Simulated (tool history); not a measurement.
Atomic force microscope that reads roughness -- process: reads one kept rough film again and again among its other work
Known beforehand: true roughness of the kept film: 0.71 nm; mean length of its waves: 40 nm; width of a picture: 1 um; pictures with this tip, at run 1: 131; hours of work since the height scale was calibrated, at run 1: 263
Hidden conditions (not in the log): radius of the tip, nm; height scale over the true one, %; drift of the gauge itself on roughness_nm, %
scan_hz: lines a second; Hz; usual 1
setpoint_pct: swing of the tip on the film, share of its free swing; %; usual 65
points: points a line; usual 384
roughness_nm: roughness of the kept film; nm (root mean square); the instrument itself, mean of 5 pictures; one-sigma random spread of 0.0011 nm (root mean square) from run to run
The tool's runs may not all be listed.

run   hour  scan_hz  setpoint_pct  points  pictures with this tip  hours of work since the height scale was calibrated  roughness_nm
  1      0        1            65     384                     131                                                  263         0.662
  2   17.4        1            63     384                     148                                                  272         0.666
  3   45.4        1            63     384                     176                                                  287         0.662
  4   74.4        1            74     384                     205                                                  302          0.64
  5   99.1        1            74     384                     229                                                  315         0.641
  6  117.4        1            74     384                     247                                                  325         0.637
  7  133.3        1            71     384                     262                                                  334         0.645
  8  155.3        1            71     384                     284                                                  345         0.641
  9  169.8        1            65     384                     298                                                  353         0.651
     180.9  -- new tip fitted
 10  191.1        1            65     384                      10                                                  364         0.673
 11  218.6        1            65     474                      37                                                  379         0.674
 12  233.5        1            61     384                      51                                                  387         0.676
 13  246.1        1            65     384                      64                                                  393          0.67
 14  267.8     1.17            62     390                      85                                                  405         0.669
 15  285.2     1.01            86     886                     102                                                  414         0.616
 16    300     2.93            65     385                     117                                                  422         0.618
 17    328     2.93            65     385                     144                                                  437         0.619
 18  355.6      0.6            59     349                     171                                                  452         0.679
 19  370.5      3.4            63     384                     186                                                  459         0.612
 20  388.9      3.4            63     384                     204                                                  469         0.614
 21  403.1     3.15            84     280                     218                                                  477         0.502
 22  416.8     3.15            84     280                     232                                                  484           0.5
 23  433.3     0.95            65     351                     248                                                  493         0.658
 24    457        1            77     384                     271                                                  505         0.632
 25  480.9     0.67            62     500                     295                                                  518         0.667
     495.5  -- new tip fitted
 26  503.4     0.67            72     368                       7                                                  530         0.674

Pick out some run-to-run changes in roughness_nm. Of each, how much would a tool without hidden state show as well, from the settings, what came in and chance, and how much is left for the hidden state and any gauge scatter not in both results compared?
Run 9 -> 10: new tip fitted. roughness_nm +0.022 nm (root mean square): hidden state +0.022, all else +0.
Run 20 -> 21: scan_hz 3.4 -> 3.15, setpoint_pct 63 -> 84, points 384 -> 280. roughness_nm -0.112 nm (root mean square): hidden state +0, all else -0.112.
Run 22 -> 23: scan_hz 3.15 -> 0.95, setpoint_pct 84 -> 65, points 280 -> 351. roughness_nm +0.158 nm (root mean square): hidden state -0.004, all else +0.162.
Run 25 -> 26: setpoint_pct 62 -> 72, points 500 -> 368, new tip fitted. roughness_nm +0.007 nm (root mean square): hidden state +0.02, all else -0.013.
